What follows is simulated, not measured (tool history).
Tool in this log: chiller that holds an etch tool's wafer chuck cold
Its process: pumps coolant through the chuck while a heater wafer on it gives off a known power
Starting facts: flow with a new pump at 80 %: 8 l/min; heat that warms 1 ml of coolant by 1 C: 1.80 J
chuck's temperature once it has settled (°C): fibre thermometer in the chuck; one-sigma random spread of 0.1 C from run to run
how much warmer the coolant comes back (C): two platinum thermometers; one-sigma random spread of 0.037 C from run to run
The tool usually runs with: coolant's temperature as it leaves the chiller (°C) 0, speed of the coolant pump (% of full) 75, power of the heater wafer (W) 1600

run	hour	coolant's temperature as it leaves the chiller (°C)	speed of the coolant pump (% of full)	power of the heater wafer (W)	chuck's temperature once it has settled (°C)	how much warmer the coolant comes back (C)
1	0.0	0	75	1600	18.8	7.15
2	116.5	0	75	1600	18.9	7.17
3	228.0	0	75	1600	18.9	7.07
4	301.2	0	75	1600	18.9	7.21
5	375.9	8	75	1600	26.9	7.16
6	443.6	8	75	1600	27.1	7.17
7	542.1	8	75	1600	26.8	7.20
8	625.4	8	75	1600	26.8	7.18
# hour 680.6: chiller's thermometer calibrated
9	714.0	0	75	820	9.8	3.67
10	784.2	0	75	991	12.0	4.43
11	876.7	0	75	1382	16.9	6.20
12	962.3	0	73	1600	19.9	7.34
13	1049.6	0	75	1600	19.5	7.27
14	1169.6	0	75	1600	19.4	7.16
15	1234.5	0	75	1600	19.4	7.21
16	1301.1	-4	64	2195	26.7	11.59
17	1368.4	-4	64	2195	26.9	11.60
18	1472.6	-4	64	2195	26.9	11.59
19	1527.0	-9	71	1615	11.8	7.67
20	1600.5	-9	89	1231	3.7	4.71
21	1666.9	0	75	830	10.2	3.80
22	1744.2	-4	77	2061	20.8	9.18
23	1809.9	-2	84	980	8.9	4.01
24	1926.1	1	75	1342	17.3	6.11
25	2045.6	1	62	1600	24.5	8.80
26	2151.9	-4	62	1078	11.8	5.87
27	2240.2	-4	62	1078	11.7	5.88
28	2294.9	-4	62	1078	11.7	5.89
29	2382.3	-4	62	2076	26.5	11.45

What if the next run were any one of these 4? Each begins from the tool's condition after run 29:
A	2465.5	5	62	933	?	?
B	2465.5	-1	86	1044	?	?
C	2465.5	-4	62	1992	?	?
D	2465.5	0	84	1600	?	?

run	chuck's temperature once it has settled (°C)	how much warmer the coolant comes back (C)
A	18.6	5.08
B	10.4	4.23
C	25.4	10.92
D	18.2	6.54
Stripped of hidden state, with their random variation kept, the same runs would have yielded:
run	chuck's temperature once it has settled (°C)	how much warmer the coolant comes back (C)
A	16.9	4.93
B	8.9	4.11
C	21.6	10.60
D	15.8	6.35
